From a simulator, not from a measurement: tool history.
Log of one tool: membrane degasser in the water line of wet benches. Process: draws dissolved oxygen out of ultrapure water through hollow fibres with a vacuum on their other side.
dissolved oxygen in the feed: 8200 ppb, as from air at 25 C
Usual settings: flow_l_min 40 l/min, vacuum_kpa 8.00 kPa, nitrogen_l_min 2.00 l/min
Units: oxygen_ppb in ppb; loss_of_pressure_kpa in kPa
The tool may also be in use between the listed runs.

| run | hour | flow_l_min | vacuum_kpa | nitrogen_l_min | oxygen_ppb | loss_of_pressure_kpa |
|---|---|---|---|---|---|---|
| 1 | 0.0 | 40 | 8.00 | 2.00 | 233.7 | 38.54 |
| 2 | 94.0 | 40 | 8.00 | 2.00 | 232.6 | 38.27 |
| 3 | 269.1 | 40 | 8.00 | 3.07 | 168.0 | 38.60 |
| 4 | 360.1 | 40 | 8.00 | 3.07 | 167.7 | 38.55 |
| 5 | 458.8 | 40 | 16.52 | 2.00 | 583.8 | 38.62 |
| 6 | 661.7 | 40 | 8.00 | 2.00 | 232.5 | 38.43 |
| 7 | 858.0 | 40 | 8.00 | 2.50 | 195.6 | 38.71 |
| 8 | 1045.1 | 40 | 8.00 | 2.50 | 197.7 | 38.52 |
| 9 | 1247.0 | 40 | 8.00 | 1.35 | 318.5 | 38.83 |
| 10 | 1336.7 | 40 | 8.00 | 1.35 | 316.9 | 38.60 |
| 11 | 1526.5 | 40 | 8.00 | 1.35 | 317.4 | 38.80 |
| 12 | 1701.8 | 46 | 8.00 | 1.35 | 368.1 | 44.48 |
| 13 | 1923.1 | 46 | 8.00 | 1.83 | 298.8 | 44.49 |
| 14 | 2134.4 | 46 | 8.00 | 4.25 | 166.3 | 44.53 |
| 15 | 2356.1 | 46 | 8.00 | 4.25 | 166.4 | 44.84 |
| 16 | 2528.9 | 46 | 8.00 | 4.25 | 166.5 | 44.74 |
| 17 | 2673.2 | 45 | 5.57 | 4.27 | 100.8 | 43.86 |
| 18 | 2839.2 | 50 | 14.14 | 0.94 | 1044.2 | 48.68 |
| 19 | 2967.6 | 40 | 18.33 | 5.77 | 274.1 | 39.05 |
|  | 3040.2 | vacuum gauge calibrated |
| 20 | 3081.7 | 29 | 9.17 | 5.60 | 81.0 | 28.17 |
| 21 | 3192.3 | 41 | 5.51 | 2.31 | 119.9 | 39.77 |
| 22 | 3398.7 | 41 | 5.51 | 2.31 | 121.0 | 39.76 |

The next listed run, before its measurement:
| 23 | 3512.1 | 38 | 5.51 | 1.04 | ? | ? |

{"run 23": {"oxygen_ppb": 189.2, "loss_of_pressure_kpa": 37.17}}
Without the tool's hidden state the same run would have given oxygen_ppb 187.2 ppb, loss_of_pressure_kpa 36.56 kPa.
